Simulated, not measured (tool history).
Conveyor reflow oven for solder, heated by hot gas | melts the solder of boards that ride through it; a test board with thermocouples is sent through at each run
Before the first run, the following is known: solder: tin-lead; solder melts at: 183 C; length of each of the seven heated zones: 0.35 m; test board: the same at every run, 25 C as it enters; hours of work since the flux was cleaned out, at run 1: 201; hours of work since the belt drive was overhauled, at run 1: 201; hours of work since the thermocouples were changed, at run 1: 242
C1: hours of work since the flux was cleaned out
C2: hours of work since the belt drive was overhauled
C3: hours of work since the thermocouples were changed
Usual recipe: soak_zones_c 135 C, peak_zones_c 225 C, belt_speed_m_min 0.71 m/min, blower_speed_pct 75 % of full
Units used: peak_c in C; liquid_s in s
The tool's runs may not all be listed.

run 1 day=0 | soak_zones_c=135 peak_zones_c=225 belt_speed_m_min=0.71 blower_speed_pct=75 | C1=201 C2=201 C3=242 | peak_c=207.54 liquid_s=36.8
run 2 day=0.596 | soak_zones_c=135 peak_zones_c=225 belt_speed_m_min=0.71 blower_speed_pct=75 | C1=208 C2=208 C3=248 | peak_c=207.56 liquid_s=36.5
run 3 day=1.358 | soak_zones_c=135 peak_zones_c=225 belt_speed_m_min=0.71 blower_speed_pct=75 | C1=216 C2=216 C3=257 | peak_c=207.51 liquid_s=36.5
run 4 day=1.846 | soak_zones_c=135 peak_zones_c=225 belt_speed_m_min=0.71 blower_speed_pct=75 | C1=222 C2=222 C3=262 | peak_c=207.61 liquid_s=36.6
run 5 day=2.533 | soak_zones_c=135 peak_zones_c=225 belt_speed_m_min=0.71 blower_speed_pct=75 | C1=229 C2=229 C3=270 | peak_c=207.53 liquid_s=36.8
run 6 day=2.988 | soak_zones_c=135 peak_zones_c=225 belt_speed_m_min=0.71 blower_speed_pct=75 | C1=234 C2=234 C3=275 | peak_c=207.56 liquid_s=36.6
run 7 day=3.492 | soak_zones_c=135 peak_zones_c=225 belt_speed_m_min=0.71 blower_speed_pct=75 | C1=240 C2=240 C3=281 | peak_c=207.64 liquid_s=36.3
run 8 day=4.383 | soak_zones_c=135 peak_zones_c=226 belt_speed_m_min=0.71 blower_speed_pct=75 | C1=250 C2=250 C3=291 | peak_c=208.45 liquid_s=36.9
run 9 day=4.975 | soak_zones_c=135 peak_zones_c=226 belt_speed_m_min=0.71 blower_speed_pct=75 | C1=256 C2=256 C3=297 | peak_c=208.19 liquid_s=37.2
run 10 day=5.604 | soak_zones_c=135 peak_zones_c=226 belt_speed_m_min=0.71 blower_speed_pct=75 | C1=263 C2=263 C3=304 | peak_c=208.35 liquid_s=37
run 11 day=6.046 | soak_zones_c=135 peak_zones_c=225 belt_speed_m_min=0.71 blower_speed_pct=75 | C1=268 C2=268 C3=309 | peak_c=207.52 liquid_s=36.3
run 12 day=6.779 | soak_zones_c=135 peak_zones_c=225 belt_speed_m_min=0.589 blower_speed_pct=75 | C1=277 C2=277 C3=317 | peak_c=212.93 liquid_s=50.6
run 13 day=7.425 | soak_zones_c=135 peak_zones_c=225 belt_speed_m_min=0.589 blower_speed_pct=75 | C1=284 C2=284 C3=325 | peak_c=213.02 liquid_s=50.6
run 14 day=7.879 | soak_zones_c=135 peak_zones_c=225 belt_speed_m_min=0.589 blower_speed_pct=75 | C1=289 C2=289 C3=330 | peak_c=213 liquid_s=50.6
run 15 day=8.283 | soak_zones_c=135 peak_zones_c=225 belt_speed_m_min=0.589 blower_speed_pct=75 | C1=293 C2=293 C3=334 | peak_c=212.9 liquid_s=50.6
run 16 day=9.125 | soak_zones_c=135 peak_zones_c=216 belt_speed_m_min=0.622 blower_speed_pct=78 | C1=303 C2=303 C3=344 | peak_c=204.13 liquid_s=40
run 17 day=9.533 | soak_zones_c=135 peak_zones_c=216 belt_speed_m_min=0.622 blower_speed_pct=78 | C1=307 C2=307 C3=348 | peak_c=203.99 liquid_s=39.9
run 18 day=10.225 | soak_zones_c=126 peak_zones_c=222 belt_speed_m_min=0.73 blower_speed_pct=71 | C1=315 C2=315 C3=356 | peak_c=201.25 liquid_s=27.4
run 19 day=10.883 | soak_zones_c=129 peak_zones_c=222 belt_speed_m_min=0.73 blower_speed_pct=78 | C1=322 C2=322 C3=363 | peak_c=203.16 liquid_s=30.3
run 20 day=11.662 | soak_zones_c=129 peak_zones_c=222 belt_speed_m_min=0.73 blower_speed_pct=78 | C1=331 C2=331 C3=372 | peak_c=203.15 liquid_s=30
run 21 day=12.079 | soak_zones_c=122 peak_zones_c=232 belt_speed_m_min=0.848 blower_speed_pct=66 | C1=336 C2=336 C3=377 | peak_c=200.53 liquid_s=21.2
-- day=12.333 flux residue cleaned out of gas plates and filters
run 22 day=12.825 | soak_zones_c=122 peak_zones_c=232 belt_speed_m_min=0.848 blower_speed_pct=66 | C1=6 C2=342 C3=383 | peak_c=200.05 liquid_s=20.5
run 23 day=13.533 | soak_zones_c=122 peak_zones_c=219 belt_speed_m_min=0.848 blower_speed_pct=66 | C1=13 C2=350 C3=390 | peak_c=190.12 liquid_s=10.4
run 24 day=14.142 | soak_zones_c=126 peak_zones_c=217 belt_speed_m_min=0.813 blower_speed_pct=58 | C1=20 C2=357 C3=397 | peak_c=189.39 liquid_s=10.2
run 25 day=14.554 | soak_zones_c=126 peak_zones_c=217 belt_speed_m_min=0.801 blower_speed_pct=64 | C1=25 C2=361 C3=402 | peak_c=191.6 liquid_s=13.6
run 26 day=15.4 | soak_zones_c=126 peak_zones_c=217 belt_speed_m_min=0.801 blower_speed_pct=64 | C1=34 C2=371 C3=411 | peak_c=191.53 liquid_s=13.6
run 27 day=15.804 | soak_zones_c=126 peak_zones_c=217 belt_speed_m_min=0.801 blower_speed_pct=64 | C1=39 C2=375 C3=416 | peak_c=191.46 liquid_s=13.8
run 28 day=16.396 | soak_zones_c=126 peak_zones_c=217 belt_speed_m_min=0.801 blower_speed_pct=64 | C1=45 C2=382 C3=422 | peak_c=191.49 liquid_s=13.7
-- day=16.671 flux residue cleaned out of gas plates and filters, once more
run 29 day=17.238 | soak_zones_c=135 peak_zones_c=225 belt_speed_m_min=0.725 blower_speed_pct=86 | C1=6 C2=389 C3=430 | peak_c=210.38 liquid_s=38.9
run 30 day=17.846 | soak_zones_c=135 peak_zones_c=225 belt_speed_m_min=0.725 blower_speed_pct=86 | C1=13 C2=396 C3=436 | peak_c=210.43 liquid_s=38.6

Measured less the same run without the tool's hidden state. The same run-to-run variation is in both; the gauge's scatter may not be:
Hidden conditions of the tool in this case: heat that the gas passes to the board, % of a clean oven's; belt's true speed, % of the reading; true gas temperature in zones 6 and 7 over the reading, C; drift of the gauge itself on peak_c, C; drift of the gauge itself on liquid_s, %.
run=1 peak_c=-0.31 liquid_s=-0.2
run=2 peak_c=-0.33 liquid_s=-0.3
run=3 peak_c=-0.35 liquid_s=-0.3
run=4 peak_c=-0.36 liquid_s=-0.3
run=5 peak_c=-0.37 liquid_s=-0.3
run=6 peak_c=-0.37 liquid_s=-0.3
run=7 peak_c=-0.39 liquid_s=-0.3
run=8 peak_c=-0.42 liquid_s=-0.3
run=9 peak_c=-0.43 liquid_s=-0.4
run=10 peak_c=-0.44 liquid_s=-0.3
run=11 peak_c=-0.44 liquid_s=-0.4
run=12 peak_c=-0.18 liquid_s=+0
run=13 peak_c=-0.19 liquid_s=-0.1
run=14 peak_c=-0.19 liquid_s=-0.1
run=15 peak_c=-0.2 liquid_s=+0
run=16 peak_c=-0.22 liquid_s=-0.3
run=17 peak_c=-0.22 liquid_s=-0.3
run=18 peak_c=-0.63 liquid_s=-0.7
run=19 peak_c=-0.65 liquid_s=-0.7
run=20 peak_c=-0.67 liquid_s=-0.7
run=21 peak_c=-1.06 liquid_s=-0.9
run=22 peak_c=-1.63 liquid_s=-1.5
run=23 peak_c=-1.47 liquid_s=-1.9
run=24 peak_c=-1.19 liquid_s=-1.7
run=25 peak_c=-1.25 liquid_s=-1.7
run=26 peak_c=-1.27 liquid_s=-1.7
run=27 peak_c=-1.28 liquid_s=-1.8
run=28 peak_c=-1.29 liquid_s=-1.8
run=29 peak_c=+1.2 liquid_s=+1.4
run=30 peak_c=+1.19 liquid_s=+1.3
